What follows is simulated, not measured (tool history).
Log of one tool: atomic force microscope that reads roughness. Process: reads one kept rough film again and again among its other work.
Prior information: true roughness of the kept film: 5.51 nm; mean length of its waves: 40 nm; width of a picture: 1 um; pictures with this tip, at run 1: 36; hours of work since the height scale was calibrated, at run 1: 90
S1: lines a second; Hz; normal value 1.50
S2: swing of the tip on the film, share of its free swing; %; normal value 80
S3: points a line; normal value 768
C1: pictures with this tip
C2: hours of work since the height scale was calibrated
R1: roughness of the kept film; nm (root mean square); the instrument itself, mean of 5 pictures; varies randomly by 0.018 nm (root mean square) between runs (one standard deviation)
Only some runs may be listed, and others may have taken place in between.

run,hour,S1,S2,S3,C1,C2,R1
1,0.0,1.50,80,768,36,90,4.116
2,33.6,1.50,80,306,101,113,3.678
# hour 55.1: new tip fitted
3,101.3,1.50,80,306,89,161,3.679
# hour 128.8: new tip fitted
4,139.1,1.50,80,768,20,187,4.170
5,178.3,1.50,80,768,95,215,3.657
# hour 201.3: new tip fitted
6,234.4,1.50,80,768,64,255,3.786
# hour 273.3: new tip fitted
7,290.2,1.50,80,768,32,294,4.066
8,340.6,1.50,80,768,129,330,3.418
# hour 351.4: new tip fitted
9,377.9,1.50,80,768,51,356,4.004
# hour 425.6: new tip fitted
10,436.8,1.50,56,768,21,397,4.509
11,473.6,1.50,56,768,92,423,3.963
# hour 498.7: new tip fitted
12,535.0,1.50,56,768,70,466,4.142
# hour 575.1: new tip fitted
13,599.2,1.50,56,768,46,511,4.245
# hour 649.1: new tip fitted
14,662.4,0.60,56,768,26,556,4.470
# hour 669.6: height scale calibrated on a step standard
15,710.1,1.50,58,768,116,29,3.672
# hour 722.8: new tip fitted
16,765.0,1.50,64,768,81,67,3.885
# hour 797.5: new tip fitted
17,807.3,1.10,80,768,19,97,4.283
18,841.6,1.10,80,768,85,121,3.772
# hour 873.7: new tip fitted
19,903.3,1.10,80,768,57,165,3.917
# hour 948.6: new tip fitted
20,961.6,1.30,80,768,25,206,4.101
21,993.7,1.52,80,768,87,228,3.552
# hour 1023.4: new tip fitted
22,1040.3,1.52,80,768,33,261,4.006
# hour 1047.6: height scale calibrated on a step standard, once more
23,1093.4,1.52,80,768,133,32,3.340
# hour 1099.2: new tip fitted
24,1134.2,1.52,80,768,67,61,3.846
25,1163.9,0.89,66,314,124,82,3.607
# hour 1176.0: new tip fitted
26,1222.1,0.89,66,314,88,123,3.869
# hour 1250.0: new tip fitted
27,1262.5,1.87,80,614,24,151,4.083
# hour 1323.4: new tip fitted
28,1323.5,2.96,70,402,0,194,4.299
29,1371.3,2.96,70,402,92,228,3.559
# hour 1398.4: new tip fitted
30,1431.6,2.96,70,402,64,270,3.728
# hour 1473.1: new tip fitted
31,1498.0,2.54,85,768,48,317,3.631
32,1540.1,2.54,85,768,129,347,3.121
# hour 1549.2: new tip fitted
33,1596.2,3.23,80,372,91,386,3.282
# hour 1624.2: new tip fitted
34,1649.8,2.95,80,538,50,424,3.659
# hour 1697.6: new tip fitted
35,1701.8,3.81,80,305,8,461,3.800
36,1742.3,3.81,80,305,86,489,3.199
# hour 1772.3: new tip fitted
37,1807.4,1.87,80,662,68,535,3.724
# hour 1846.0: new tip fitted
38,1856.0,1.87,80,662,19,569,4.108
39,1892.6,2.33,62,439,90,595,3.707
# hour 1919.2: new tip fitted
40,1959.4,2.33,62,439,77,642,3.797
# hour 1996.3: new tip fitted
41,2026.9,1.50,66,768,59,690,4.071
# hour 2070.2: new tip fitted
42,2071.9,1.50,66,768,3,721,4.570
43,2100.3,0.67,80,344,58,741,4.067
# hour 2146.3: new tip fitted
44,2151.0,0.67,80,344,9,777,4.486
45,2187.0,1.50,87,324,79,802,3.519
# hour 2219.6: new tip fitted
46,2243.9,2.68,80,391,47,842,3.653

Take each entry between the runs: how does the hidden state at the last listed run before it differ from the hidden state at the first listed run after it?
After run 2, before run 3: new tip fitted (hour 55.1)
  radius of the tip, nm: 26.8 -> 25.8; height scale over the true one, %: -0.25 -> -0.3
  measured less the result without the state, R1: -0.751 -> -0.710 nm (root mean square)
After run 3, before run 4: new tip fitted (hour 128.8)
  radius of the tip, nm: 25.8 -> 13.7; height scale over the true one, %: -0.3 -> -0.33
  measured less the result without the state, R1: -0.710 -> -0.201 nm (root mean square)
After run 5, before run 6: new tip fitted (hour 201.3)
  radius of the tip, nm: 27 -> 22.8; height scale over the true one, %: -0.36 -> -0.4
  measured less the result without the state, R1: -0.757 -> -0.600 nm (root mean square)
After run 6, before run 7: new tip fitted (hour 273.3)
  radius of the tip, nm: 22.8 -> 16.6; height scale over the true one, %: -0.4 -> -0.45
  measured less the result without the state, R1: -0.600 -> -0.340 nm (root mean square)
After run 8, before run 9: new tip fitted (hour 351.4)
  radius of the tip, nm: 33.8 -> 18.5; height scale over the true one, %: -0.49 -> -0.51
  measured less the result without the state, R1: -0.995 -> -0.431 nm (root mean square)
After run 9, before run 10: new tip fitted (hour 425.6)
  radius of the tip, nm: 18.5 -> 13.5; height scale over the true one, %: -0.51 -> -0.56
  measured less the result without the state, R1: -0.431 -> -0.217 nm (root mean square)
After run 11, before run 12: new tip fitted (hour 498.7)
  radius of the tip, nm: 25.8 -> 21.9; height scale over the true one, %: -0.59 -> -0.63
  measured less the result without the state, R1: -0.776 -> -0.619 nm (root mean square)
After run 12, before run 13: new tip fitted (hour 575.1)
  radius of the tip, nm: 21.9 -> 19.1; height scale over the true one, %: -0.63 -> -0.68
  measured less the result without the state, R1: -0.619 -> -0.491 nm (root mean square)
After run 13, before run 14: new tip fitted (hour 649.1)
  radius of the tip, nm: 19.1 -> 15.5; height scale over the true one, %: -0.68 -> -0.72
  measured less the result without the state, R1: -0.491 -> -0.327 nm (root mean square)
After run 14, before run 15: height scale calibrated on a step standard (hour 669.6)
  radius of the tip, nm: 15.5 -> 32.3; height scale over the true one, %: -0.72 -> -1.18
  measured less the result without the state, R1: -0.327 -> -1.037 nm (root mean square)
After run 15, before run 16: new tip fitted (hour 722.8)
  radius of the tip, nm: 32.3 -> 25; height scale over the true one, %: -1.18 -> -1.22
  measured less the result without the state, R1: -1.037 -> -0.754 nm (root mean square)
After run 16, before run 17: new tip fitted (hour 797.5)
  radius of the tip, nm: 25 -> 14.1; height scale over the true one, %: -1.22 -> -1.25
  measured less the result without the state, R1: -0.754 -> -0.266 nm (root mean square)
After run 18, before run 19: new tip fitted (hour 873.7)
  radius of the tip, nm: 24.9 -> 21.8; height scale over the true one, %: -1.27 -> -1.32
  measured less the result without the state, R1: -0.732 -> -0.612 nm (root mean square)
After run 19, before run 20: new tip fitted (hour 948.6)
  radius of the tip, nm: 21.8 -> 16.2; height scale over the true one, %: -1.32 -> -1.36
  measured less the result without the state, R1: -0.612 -> -0.368 nm (root mean square)
After run 21, before run 22: new tip fitted (hour 1023.4)
  radius of the tip, nm: 27.9 -> 17; height scale over the true one, %: -1.39 -> -1.42
  measured less the result without the state, R1: -0.822 -> -0.399 nm (root mean square)
After run 22, before run 23: height scale calibrated on a step standard, once more (hour 1047.6)
  radius of the tip, nm: 17 -> 36.1; height scale over the true one, %: -1.42 -> -0.01
  measured less the result without the state, R1: -0.399 -> -1.043 nm (root mean square)
After run 23, before run 24: new tip fitted (hour 1099.2)
  radius of the tip, nm: 36.1 -> 22.7; height scale over the true one, %: -0.01 -> -0.04
  measured less the result without the state, R1: -1.043 -> -0.589 nm (root mean square)
After run 25, before run 26: new tip fitted (hour 1176.0)
  radius of the tip, nm: 34 -> 27.3; height scale over the true one, %: -0.06 -> -0.11
  measured less the result without the state, R1: -1.041 -> -0.804 nm (root mean square)
After run 26, before run 27: new tip fitted (hour 1250.0)
  radius of the tip, nm: 27.3 -> 14.5; height scale over the true one, %: -0.11 -> -0.14
  measured less the result without the state, R1: -0.804 -> -0.224 nm (root mean square)
After run 27, before run 28: new tip fitted (hour 1323.4)
  radius of the tip, nm: 14.5 -> 11.1; height scale over the true one, %: -0.14 -> -0.18
  measured less the result without the state, R1: -0.224 -> -0.063 nm (root mean square)
After run 29, before run 30: new tip fitted (hour 1398.4)
  radius of the tip, nm: 28.3 -> 23.2; height scale over the true one, %: -0.22 -> -0.26
  measured less the result without the state, R1: -0.789 -> -0.599 nm (root mean square)
After run 30, before run 31: new tip fitted (hour 1473.1)
  radius of the tip, nm: 23.2 -> 18.4; height scale over the true one, %: -0.26 -> -0.31
  measured less the result without the state, R1: -0.599 -> -0.380 nm (root mean square)
After run 32, before run 33: new tip fitted (hour 1549.2)
  radius of the tip, nm: 33.6 -> 27.7; height scale over the true one, %: -0.35 -> -0.39
  measured less the result without the state, R1: -0.896 -> -0.713 nm (root mean square)
After run 33, before run 34: new tip fitted (hour 1624.2)
  radius of the tip, nm: 27.7 -> 18.7; height scale over the true one, %: -0.39 -> -0.43
  measured less the result without the state, R1: -0.713 -> -0.399 nm (root mean square)
After run 34, before run 35: new tip fitted (hour 1697.6)
  radius of the tip, nm: 18.7 -> 11.4; height scale over the true one, %: -0.43 -> -0.47
  measured less the result without the state, R1: -0.399 -> -0.082 nm (root mean square)
After run 36, before run 37: new tip fitted (hour 1772.3)
  radius of the tip, nm: 26.8 -> 23; height scale over the true one, %: -0.5 -> -0.55
  measured less the result without the state, R1: -0.663 -> -0.603 nm (root mean square)
After run 37, before run 38: new tip fitted (hour 1846.0)
  radius of the tip, nm: 23 -> 13.6; height scale over the true one, %: -0.55 -> -0.59
  measured less the result without the state, R1: -0.603 -> -0.205 nm (root mean square)
After run 39, before run 40: new tip fitted (hour 1919.2)
  radius of the tip, nm: 28.4 -> 26.8; height scale over the true one, %: -0.62 -> -0.67
  measured less the result without the state, R1: -0.846 -> -0.796 nm (root mean square)
After run 40, before run 41: new tip fitted (hour 1996.3)
  radius of the tip, nm: 26.8 -> 20.8; height scale over the true one, %: -0.67 -> -0.72
  measured less the result without the state, R1: -0.796 -> -0.562 nm (root mean square)
After run 41, before run 42: new tip fitted (hour 2070.2)
  radius of the tip, nm: 20.8 -> 11.1; height scale over the true one, %: -0.72 -> -0.75
  measured less the result without the state, R1: -0.562 -> -0.096 nm (root mean square)
After run 43, before run 44: new tip fitted (hour 2146.3)
  radius of the tip, nm: 21.5 -> 12.1; height scale over the true one, %: -0.77 -> -0.81
  measured less the result without the state, R1: -0.597 -> -0.151 nm (root mean square)
After run 45, before run 46: new tip fitted (hour 2219.6)
  radius of the tip, nm: 26.1 -> 19.3; height scale over the true one, %: -0.84 -> -0.88
  measured less the result without the state, R1: -0.716 -> -0.442 nm (root mean square)
